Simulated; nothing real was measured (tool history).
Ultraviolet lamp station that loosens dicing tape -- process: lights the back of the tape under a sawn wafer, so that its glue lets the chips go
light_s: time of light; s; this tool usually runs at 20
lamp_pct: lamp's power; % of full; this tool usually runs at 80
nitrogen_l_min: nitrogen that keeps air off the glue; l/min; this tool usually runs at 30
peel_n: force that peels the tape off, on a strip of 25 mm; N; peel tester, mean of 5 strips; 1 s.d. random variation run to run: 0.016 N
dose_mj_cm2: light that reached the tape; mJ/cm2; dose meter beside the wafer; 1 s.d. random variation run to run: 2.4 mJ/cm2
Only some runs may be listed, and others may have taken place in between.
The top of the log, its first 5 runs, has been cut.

run,hour,light_s,lamp_pct,nitrogen_l_min,hours of work of the lamp,hours of work since the window was cleaned,peel_n,dose_mj_cm2
6,62.9,20,80,30,204,16,1.144,231
# hour 69.1: window cleaned of glue's vapour, once more
7,74.3,20,80,30,209,3,0.803,273
8,85.3,20,80,30,215,8,0.808,267
9,95.8,16,80,30,220,13,1.301,210
10,114.9,16,80,30,229,22,1.321,209
11,127.9,20,96,30,236,29,0.582,318
12,142.4,20,96,30,243,36,0.585,314
13,160.3,20,96,30,252,45,0.561,314
14,174.3,20,96,30,258,51,0.588,314
15,186.1,20,96,30,264,57,0.581,314
16,204.4,20,80,30,273,66,0.881,258
17,219.6,19,80,59,281,74,0.571,246
18,232.7,20,80,20,287,80,1.252,260
19,253.0,20,80,20,297,90,1.329,256
20,267.3,26,80,48,304,97,0.389,329
21,276.0,28,80,9,308,101,1.338,354
22,295.8,27,85,9,318,111,1.269,367
23,307.9,13,64,9,324,117,4.882,129
24,322.2,20,60,35,331,124,1.406,191
25,331.1,40,67,14,335,128,0.643,422
26,345.5,19,64,39,342,135,1.338,191
27,364.9,19,64,47,352,145,1.203,190
28,381.7,13,96,58,360,153,0.950,193
29,392.6,13,95,32,365,158,1.539,189

Run 30 is up next; what results do you expect?
30,401.1,13,95,32,369,163,?,?

{"run 30": {"peel_n": 1.521, "dose_mj_cm2": 189}}
If the tool had no hidden condition, the same run with the same run-to-run variation would have returned peel_n 1.184 N, dose_mj_cm2 216 mJ/cm2.
